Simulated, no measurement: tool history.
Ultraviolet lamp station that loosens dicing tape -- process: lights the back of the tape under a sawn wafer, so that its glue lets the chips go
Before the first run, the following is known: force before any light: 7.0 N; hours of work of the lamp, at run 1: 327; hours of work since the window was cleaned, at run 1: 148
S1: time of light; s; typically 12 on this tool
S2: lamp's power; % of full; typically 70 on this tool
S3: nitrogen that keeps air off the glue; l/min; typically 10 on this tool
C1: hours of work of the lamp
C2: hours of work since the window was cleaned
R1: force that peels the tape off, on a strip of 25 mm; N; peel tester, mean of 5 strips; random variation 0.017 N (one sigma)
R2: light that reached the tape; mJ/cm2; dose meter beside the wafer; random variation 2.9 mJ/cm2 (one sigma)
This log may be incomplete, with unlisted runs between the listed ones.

run	day	S1	S2	S3	C1	C2	R1	R2
1	0	12	70	10	327	148	1.144	348
2	0.879	12	70	10	341	162	1.134	348
3	2.017	12	70	10	359	180	1.123	336
4	2.654	12	70	10	370	190	1.234	337
5	3.571	12	70	10	384	204	1.234	330
6	4.788	12	70	10	403	224	1.25	331
7	5.446	12	70	10	414	234	1.208	322
8	6.404	12	70	20	429	249	0.922	314
9	7.3	12	70	20	443	263	0.908	315
# day 8.2: window cleaned of glue's vapour
10	8.354	12	70	10	460	2	1.01	375
11	9.212	12	70	10	473	16	1.023	366
12	10.033	12	70	10	486	29	1.082	363
13	11.267	12	70	10	506	49	1.087	358
14	12.238	12	70	10	521	64	1.125	354
15	13.092	12	70	10	535	78	1.096	348
16	13.775	7	70	10	546	88	2.352	205
17	14.758	12	65	10	561	104	1.31	322
18	15.992	12	73	10	581	124	1.076	349
19	16.671	12	73	10	591	134	1.139	345
20	17.283	12	73	10	601	144	1.166	343
21	18.417	12	73	10	619	162	1.211	336
22	19.542	12	78	17	637	180	0.796	358
23	20.233	19	97	8	648	191	0.373	694
24	21.517	12	76	10	668	211	1.216	340
25	22.688	12	76	10	687	230	1.221	334
26	23.971	12	67	10	707	250	1.532	290
27	24.554	6	98	18	716	259	1.827	214
# day 25.771: window cleaned of glue's vapour
28	25.788	8	91	8	736	0	1.613	306
29	26.596	21	63	12	748	13	0.451	548
30	27.367	21	63	12	761	25	0.429	538
31	28.6	7	82	12	780	45	1.911	231
32	29.325	7	82	12	792	56	1.89	227
33	30.071	12	100	4	804	68	1.278	467
34	30.629	23	100	16	812	77	0.204	897
35	31.479	23	100	16	826	90	0.209	882
36	32.342	12	100	14	840	104	0.56	457
37	33.092	17	73	4	851	116	1.229	472
38	34.354	17	72	8	871	136	0.836	454
39	35.058	21	70	12	883	147	0.436	536
40	35.962	21	70	6	897	162	0.749	530

3 options for the next run, each taken on its own from the tool as it stands now. Forecast them:
A	36.867	7	60	7	911	176	?	?
B	36.867	7	70	4	911	176	?	?
C	36.867	12	74	10	911	176	?	?

run	R1	R2
A	3.355	151
B	3.577	171
C	1.367	325
Without the tool's unlogged condition, the same runs would have read:
run	R1	R2
A	2.538	211
B	2.763	241
C	0.761	454
